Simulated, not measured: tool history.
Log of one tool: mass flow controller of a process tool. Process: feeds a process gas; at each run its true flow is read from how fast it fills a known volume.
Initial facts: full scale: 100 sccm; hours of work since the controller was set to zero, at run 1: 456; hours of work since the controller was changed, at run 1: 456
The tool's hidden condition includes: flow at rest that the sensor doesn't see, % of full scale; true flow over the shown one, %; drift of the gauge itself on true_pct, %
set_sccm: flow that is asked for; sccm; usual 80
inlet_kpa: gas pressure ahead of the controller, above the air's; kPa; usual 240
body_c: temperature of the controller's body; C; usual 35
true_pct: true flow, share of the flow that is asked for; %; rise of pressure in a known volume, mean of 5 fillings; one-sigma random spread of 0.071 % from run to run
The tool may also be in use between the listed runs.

run,hour,set_sccm,inlet_kpa,body_c,hours of work since the controller was set to zero,hours of work since the controller was changed,true_pct
1,0.0,80,240,35,456,456,99.82
2,90.1,39,240,35,518,518,98.55
3,225.7,39,240,35,612,612,98.60
4,387.6,80,240,28,724,724,99.21
5,468.5,80,240,28,780,780,99.11
6,543.9,80,240,35,832,832,99.44
7,700.1,80,240,35,940,940,99.45
8,791.1,80,240,35,1003,1003,99.44
9,860.2,80,240,35,1050,1050,99.21
10,1017.5,17,240,35,1159,1159,96.56
11,1104.1,17,240,35,1219,1219,96.64

Run 12 is up next; what results do you expect?
12,1248.9,42,245,40,1319,1319,?

Run 12 produced true_pct 98.13 %.
Minus the tool's unlogged condition, the same run would have read true_pct 99.81 %.
